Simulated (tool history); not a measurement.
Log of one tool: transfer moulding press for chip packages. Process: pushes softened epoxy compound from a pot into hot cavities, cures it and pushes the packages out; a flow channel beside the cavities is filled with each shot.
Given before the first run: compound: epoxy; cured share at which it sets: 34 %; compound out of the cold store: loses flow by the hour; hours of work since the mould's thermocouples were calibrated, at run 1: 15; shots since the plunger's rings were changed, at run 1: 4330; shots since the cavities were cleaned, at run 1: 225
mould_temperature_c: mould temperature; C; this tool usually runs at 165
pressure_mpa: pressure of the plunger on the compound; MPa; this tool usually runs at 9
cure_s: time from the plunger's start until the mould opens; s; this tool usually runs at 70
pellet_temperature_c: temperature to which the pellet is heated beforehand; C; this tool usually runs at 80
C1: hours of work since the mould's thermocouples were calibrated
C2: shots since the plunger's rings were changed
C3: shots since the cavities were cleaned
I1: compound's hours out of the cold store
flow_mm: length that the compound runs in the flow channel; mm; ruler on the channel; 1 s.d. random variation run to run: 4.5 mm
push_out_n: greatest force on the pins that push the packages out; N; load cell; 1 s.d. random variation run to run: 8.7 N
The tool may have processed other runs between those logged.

run 1 hour=0 | mould_temperature_c=165 pressure_mpa=9 cure_s=70 pellet_temperature_c=80 | C1=15 C2=4330 C3=225 | I1=38.4 | flow_mm=857 push_out_n=557
-- hour=17.9 cavities cleaned with cleaning compound and waxed
run 2 hour=18.8 | mould_temperature_c=165 pressure_mpa=9 cure_s=56 pellet_temperature_c=80 | C1=27 C2=4611 C3=14 | I1=35.5 | flow_mm=873 push_out_n=582
run 3 hour=30.9 | mould_temperature_c=165 pressure_mpa=9 cure_s=56 pellet_temperature_c=80 | C1=36 C2=4809 C3=212 | I1=21.4 | flow_mm=937 push_out_n=844
-- hour=48 cavities cleaned with cleaning compound and waxed
run 4 hour=48 | mould_temperature_c=165 pressure_mpa=9 cure_s=56 pellet_temperature_c=80 | C1=47 C2=5063 C3=0 | I1=11.2 | flow_mm=992 push_out_n=615
run 5 hour=66.3 | mould_temperature_c=165 pressure_mpa=9 cure_s=56 pellet_temperature_c=80 | C1=60 C2=5360 C3=297 | I1=16.3 | flow_mm=957 push_out_n=931
-- hour=78.6 cavities cleaned with cleaning compound and waxed
run 6 hour=82.9 | mould_temperature_c=165 pressure_mpa=9 cure_s=56 pellet_temperature_c=80 | C1=70 C2=5608 C3=71 | I1=22.4 | flow_mm=922 push_out_n=669
run 7 hour=101.7 | mould_temperature_c=165 pressure_mpa=9 cure_s=56 pellet_temperature_c=80 | C1=84 C2=5913 C3=376 | I1=36.9 | flow_mm=853 push_out_n=883
-- hour=108.8 cavities cleaned with cleaning compound and waxed
run 8 hour=121.4 | mould_temperature_c=165 pressure_mpa=9 cure_s=56 pellet_temperature_c=80 | C1=97 C2=6210 C3=206 | I1=46.2 | flow_mm=807 push_out_n=774
-- hour=134.7 plunger's sealing rings changed
run 9 hour=138.9 | mould_temperature_c=165 pressure_mpa=9 cure_s=66 pellet_temperature_c=80 | C1=107 C2=69 C3=450 | I1=31.9 | flow_mm=925 push_out_n=730
-- hour=142.1 cavities cleaned with cleaning compound and waxed
run 10 hour=149.4 | mould_temperature_c=165 pressure_mpa=9 cure_s=70 pellet_temperature_c=80 | C1=114 C2=216 C3=119 | I1=23.4 | flow_mm=970 push_out_n=526
run 11 hour=161.7 | mould_temperature_c=165 pressure_mpa=9 cure_s=70 pellet_temperature_c=80 | C1=122 C2=416 C3=319 | I1=25.8 | flow_mm=959 push_out_n=681
-- hour=172.2 cavities cleaned with cleaning compound and waxed
run 12 hour=180.4 | mould_temperature_c=171 pressure_mpa=8.49 cure_s=58 pellet_temperature_c=88 | C1=134 C2=696 C3=133 | I1=26.1 | flow_mm=901 push_out_n=512
run 13 hour=191 | mould_temperature_c=171 pressure_mpa=8.49 cure_s=51 pellet_temperature_c=80 | C1=142 C2=868 C3=305 | I1=25.8 | flow_mm=901 push_out_n=733
-- hour=203.3 cavities cleaned with cleaning compound and waxed
run 14 hour=206.3 | mould_temperature_c=171 pressure_mpa=6.88 cure_s=52 pellet_temperature_c=89 | C1=152 C2=1095 C3=49 | I1=28.1 | flow_mm=796 push_out_n=492
run 15 hour=227.8 | mould_temperature_c=159 pressure_mpa=6.88 cure_s=64 pellet_temperature_c=83 | C1=167 C2=1444 C3=398 | I1=46.6 | flow_mm=754 push_out_n=1137
-- hour=234.4 cavities cleaned with cleaning compound and waxed
run 16 hour=239.8 | mould_temperature_c=168 pressure_mpa=8.65 cure_s=98 pellet_temperature_c=80 | C1=174 C2=1616 C3=88 | I1=23 | flow_mm=929 push_out_n=418
run 17 hour=250.9 | mould_temperature_c=172 pressure_mpa=8.56 cure_s=70 pellet_temperature_c=77 | C1=182 C2=1796 C3=268 | I1=13.1 | flow_mm=963 push_out_n=576
-- hour=264.8 cavities cleaned with cleaning compound and waxed
run 18 hour=274.2 | mould_temperature_c=172 pressure_mpa=8.56 cure_s=70 pellet_temperature_c=77 | C1=198 C2=2151 C3=152 | I1=45.5 | flow_mm=801 push_out_n=472
run 19 hour=292.9 | mould_temperature_c=172 pressure_mpa=8.23 cure_s=70 pellet_temperature_c=78 | C1=211 C2=2456 C3=457 | I1=36.9 | flow_mm=814 push_out_n=619
-- hour=296 cavities cleaned with cleaning compound and waxed
run 20 hour=315.8 | mould_temperature_c=169 pressure_mpa=9 cure_s=98 pellet_temperature_c=80 | C1=226 C2=2806 C3=324 | I1=47.9 | flow_mm=813 push_out_n=583
-- hour=326.1 cavities cleaned with cleaning compound and waxed
run 21 hour=330.5 | mould_temperature_c=169 pressure_mpa=8.24 cure_s=68 pellet_temperature_c=86 | C1=235 C2=3019 C3=71 | I1=41.5 | flow_mm=805 push_out_n=449
run 22 hour=343.8 | mould_temperature_c=165 pressure_mpa=8.24 cure_s=75 pellet_temperature_c=87 | C1=245 C2=3236 C3=288 | I1=21.9 | flow_mm=917 push_out_n=583

Alternative continuations, all from the tool just after run 22; predict every row:
-- hour=356.2 cavities cleaned with cleaning compound and waxed
run A hour=356.3 | mould_temperature_c=165 pressure_mpa=9 cure_s=106 pellet_temperature_c=80 | C1=253 C2=3416 C3=3 | I1=14.1 | flow_mm=? push_out_n=?
-- hour=356.2 cavities cleaned with cleaning compound and waxed
run B hour=356.3 | mould_temperature_c=165 pressure_mpa=7.08 cure_s=67 pellet_temperature_c=87 | C1=253 C2=3416 C3=3 | I1=37.8 | flow_mm=? push_out_n=?
-- hour=356.2 cavities cleaned with cleaning compound and waxed
run C hour=356.3 | mould_temperature_c=165 pressure_mpa=7.98 cure_s=64 pellet_temperature_c=89 | C1=253 C2=3416 C3=3 | I1=42.6 | flow_mm=? push_out_n=?

run=A flow_mm=999 push_out_n=357
run=B flow_mm=770 push_out_n=422
run=C flow_mm=795 push_out_n=435
The same runs, with their run-to-run variation unchanged, on a tool lacking any hidden condition would have given:
run=A flow_mm=1034 push_out_n=341
run=B flow_mm=797 push_out_n=402
run=C flow_mm=824 push_out_n=415
